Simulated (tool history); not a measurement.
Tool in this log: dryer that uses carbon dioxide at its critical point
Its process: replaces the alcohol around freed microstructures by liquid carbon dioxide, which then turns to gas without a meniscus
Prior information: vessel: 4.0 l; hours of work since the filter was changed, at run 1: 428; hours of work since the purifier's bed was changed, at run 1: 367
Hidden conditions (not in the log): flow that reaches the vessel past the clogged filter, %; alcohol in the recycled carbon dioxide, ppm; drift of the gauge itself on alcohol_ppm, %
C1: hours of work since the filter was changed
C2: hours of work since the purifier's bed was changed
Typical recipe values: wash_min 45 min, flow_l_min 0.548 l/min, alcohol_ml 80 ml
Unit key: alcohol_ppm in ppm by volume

{"run": 1, "hour": 0.0, "wash_min": 45, "flow_l_min": 0.548, "alcohol_ml": 80, "C1": 428, "C2": 367, "alcohol_ppm": 291}
{"run": 2, "hour": 22.3, "wash_min": 45, "flow_l_min": 0.548, "alcohol_ml": 80, "C1": 441, "C2": 379, "alcohol_ppm": 285}
{"run": 3, "hour": 48.3, "wash_min": 45, "flow_l_min": 0.548, "alcohol_ml": 80, "C1": 456, "C2": 394, "alcohol_ppm": 288}
{"run": 4, "hour": 74.0, "wash_min": 45, "flow_l_min": 0.548, "alcohol_ml": 80, "C1": 470, "C2": 409, "alcohol_ppm": 300}
{"run": 5, "hour": 118.4, "wash_min": 45, "flow_l_min": 0.548, "alcohol_ml": 80, "C1": 496, "C2": 434, "alcohol_ppm": 318}
{"hour": 155.5, "done": "inlet filter changed"}
{"run": 6, "hour": 156.3, "wash_min": 45, "flow_l_min": 0.548, "alcohol_ml": 80, "C1": 0, "C2": 455, "alcohol_ppm": 252}
{"run": 7, "hour": 186.6, "wash_min": 45, "flow_l_min": 0.904, "alcohol_ml": 80, "C1": 18, "C2": 473, "alcohol_ppm": 128}
{"run": 8, "hour": 214.1, "wash_min": 45, "flow_l_min": 0.548, "alcohol_ml": 93, "C1": 34, "C2": 488, "alcohol_ppm": 295}
{"run": 9, "hour": 243.1, "wash_min": 45, "flow_l_min": 0.548, "alcohol_ml": 93, "C1": 50, "C2": 505, "alcohol_ppm": 288}
{"run": 10, "hour": 285.2, "wash_min": 45, "flow_l_min": 0.548, "alcohol_ml": 93, "C1": 74, "C2": 529, "alcohol_ppm": 294}
{"run": 11, "hour": 321.0, "wash_min": 45, "flow_l_min": 0.548, "alcohol_ml": 93, "C1": 95, "C2": 549, "alcohol_ppm": 308}
{"run": 12, "hour": 346.6, "wash_min": 45, "flow_l_min": 0.548, "alcohol_ml": 93, "C1": 109, "C2": 564, "alcohol_ppm": 321}
{"run": 13, "hour": 368.7, "wash_min": 45, "flow_l_min": 0.548, "alcohol_ml": 93, "C1": 122, "C2": 577, "alcohol_ppm": 321}
{"run": 14, "hour": 398.2, "wash_min": 45, "flow_l_min": 0.548, "alcohol_ml": 27, "C1": 139, "C2": 594, "alcohol_ppm": 211}
{"run": 15, "hour": 417.9, "wash_min": 45, "flow_l_min": 0.548, "alcohol_ml": 27, "C1": 150, "C2": 605, "alcohol_ppm": 205}
{"run": 16, "hour": 438.0, "wash_min": 45, "flow_l_min": 0.548, "alcohol_ml": 80, "C1": 161, "C2": 616, "alcohol_ppm": 310}
{"run": 17, "hour": 465.3, "wash_min": 45, "flow_l_min": 0.548, "alcohol_ml": 80, "C1": 177, "C2": 632, "alcohol_ppm": 327}
{"run": 18, "hour": 502.2, "wash_min": 45, "flow_l_min": 0.548, "alcohol_ml": 80, "C1": 198, "C2": 653, "alcohol_ppm": 320}
{"run": 19, "hour": 544.5, "wash_min": 45, "flow_l_min": 0.548, "alcohol_ml": 80, "C1": 222, "C2": 677, "alcohol_ppm": 344}
{"run": 20, "hour": 568.8, "wash_min": 45, "flow_l_min": 0.548, "alcohol_ml": 80, "C1": 236, "C2": 691, "alcohol_ppm": 339}
{"run": 21, "hour": 591.9, "wash_min": 45, "flow_l_min": 0.548, "alcohol_ml": 80, "C1": 249, "C2": 704, "alcohol_ppm": 341}
{"run": 22, "hour": 629.0, "wash_min": 45, "flow_l_min": 0.548, "alcohol_ml": 80, "C1": 271, "C2": 726, "alcohol_ppm": 341}
{"run": 23, "hour": 663.3, "wash_min": 45, "flow_l_min": 0.548, "alcohol_ml": 80, "C1": 290, "C2": 745, "alcohol_ppm": 360}
{"run": 24, "hour": 683.3, "wash_min": 60, "flow_l_min": 0.71, "alcohol_ml": 80, "C1": 302, "C2": 757, "alcohol_ppm": 191}
{"run": 25, "hour": 703.2, "wash_min": 67, "flow_l_min": 0.71, "alcohol_ml": 29, "C1": 313, "C2": 768, "alcohol_ppm": 204}
{"run": 26, "hour": 744.6, "wash_min": 36, "flow_l_min": 0.676, "alcohol_ml": 33, "C1": 337, "C2": 792, "alcohol_ppm": 282}
{"run": 27, "hour": 780.1, "wash_min": 62, "flow_l_min": 0.758, "alcohol_ml": 28, "C1": 357, "C2": 812, "alcohol_ppm": 203}
{"run": 28, "hour": 806.3, "wash_min": 66, "flow_l_min": 0.661, "alcohol_ml": 28, "C1": 372, "C2": 827, "alcohol_ppm": 216}
{"run": 29, "hour": 839.6, "wash_min": 66, "flow_l_min": 0.661, "alcohol_ml": 28, "C1": 391, "C2": 846, "alcohol_ppm": 207}
{"run": 30, "hour": 873.5, "wash_min": 52, "flow_l_min": 0.342, "alcohol_ml": 80, "C1": 410, "C2": 865, "alcohol_ppm": 835}
{"run": 31, "hour": 921.3, "wash_min": 51, "flow_l_min": 0.534, "alcohol_ml": 33, "C1": 438, "C2": 893, "alcohol_ppm": 274}
{"run": 32, "hour": 962.6, "wash_min": 60, "flow_l_min": 0.683, "alcohol_ml": 58, "C1": 461, "C2": 916, "alcohol_ppm": 231}
{"run": 33, "hour": 990.2, "wash_min": 47, "flow_l_min": 0.683, "alcohol_ml": 81, "C1": 477, "C2": 932, "alcohol_ppm": 290}
{"run": 34, "hour": 1036.0, "wash_min": 37, "flow_l_min": 0.42, "alcohol_ml": 80, "C1": 503, "C2": 958, "alcohol_ppm": 1260}
{"hour": 1058.9, "done": "inlet filter changed"}
{"run": 35, "hour": 1081.4, "wash_min": 37, "flow_l_min": 0.422, "alcohol_ml": 80, "C1": 13, "C2": 984, "alcohol_ppm": 1077}
{"run": 36, "hour": 1123.1, "wash_min": 47, "flow_l_min": 0.578, "alcohol_ml": 109, "C1": 37, "C2": 1007, "alcohol_ppm": 364}
{"run": 37, "hour": 1147.3, "wash_min": 37, "flow_l_min": 0.579, "alcohol_ml": 49, "C1": 51, "C2": 1021, "alcohol_ppm": 413}
{"run": 38, "hour": 1169.5, "wash_min": 28, "flow_l_min": 0.548, "alcohol_ml": 68, "C1": 63, "C2": 1034, "alcohol_ppm": 1043}
{"run": 39, "hour": 1200.9, "wash_min": 33, "flow_l_min": 0.479, "alcohol_ml": 80, "C1": 81, "C2": 1052, "alcohol_ppm": 1105}
{"run": 40, "hour": 1229.9, "wash_min": 33, "flow_l_min": 0.479, "alcohol_ml": 80, "C1": 98, "C2": 1068, "alcohol_ppm": 1112}
{"run": 41, "hour": 1274.4, "wash_min": 45, "flow_l_min": 0.548, "alcohol_ml": 22, "C1": 123, "C2": 1094, "alcohol_ppm": 307}
{"hour": 1318.0, "done": "purifier's bed changed"}
{"run": 42, "hour": 1320.8, "wash_min": 47, "flow_l_min": 0.342, "alcohol_ml": 80, "C1": 148, "C2": 2, "alcohol_ppm": 795}
{"run": 43, "hour": 1355.9, "wash_min": 36, "flow_l_min": 0.61, "alcohol_ml": 33, "C1": 168, "C2": 22, "alcohol_ppm": 116}
{"run": 44, "hour": 1387.9, "wash_min": 30, "flow_l_min": 0.61, "alcohol_ml": 26, "C1": 186, "C2": 40, "alcohol_ppm": 194}
{"run": 45, "hour": 1429.0, "wash_min": 30, "flow_l_min": 0.61, "alcohol_ml": 26, "C1": 210, "C2": 63, "alcohol_ppm": 208}
{"run": 46, "hour": 1464.3, "wash_min": 30, "flow_l_min": 0.61, "alcohol_ml": 26, "C1": 230, "C2": 84, "alcohol_ppm": 208}

Branching from run 46: 4 alternative next runs. What would each branch give?
{"run": "A", "hour": 1498.4, "wash_min": 41, "flow_l_min": 0.779, "alcohol_ml": 102, "C1": 250, "C2": 103, "alcohol_ppm": "?"}
{"run": "B", "hour": 1498.4, "wash_min": 49, "flow_l_min": 0.548, "alcohol_ml": 48, "C1": 250, "C2": 103, "alcohol_ppm": "?"}
{"run": "C", "hour": 1498.4, "wash_min": 30, "flow_l_min": 0.347, "alcohol_ml": 26, "C1": 250, "C2": 103, "alcohol_ppm": "?"}
{"run": "D", "hour": 1498.4, "wash_min": 64, "flow_l_min": 0.833, "alcohol_ml": 55, "C1": 250, "C2": 103, "alcohol_ppm": "?"}

run=A alcohol_ppm=82
run=B alcohol_ppm=95
run=C alcohol_ppm=837
run=D alcohol_ppm=21
With the hidden condition removed and each run's random variation left untouched, the same runs would have given:
run=A alcohol_ppm=47
run=B alcohol_ppm=60
run=C alcohol_ppm=752
run=D alcohol_ppm=0

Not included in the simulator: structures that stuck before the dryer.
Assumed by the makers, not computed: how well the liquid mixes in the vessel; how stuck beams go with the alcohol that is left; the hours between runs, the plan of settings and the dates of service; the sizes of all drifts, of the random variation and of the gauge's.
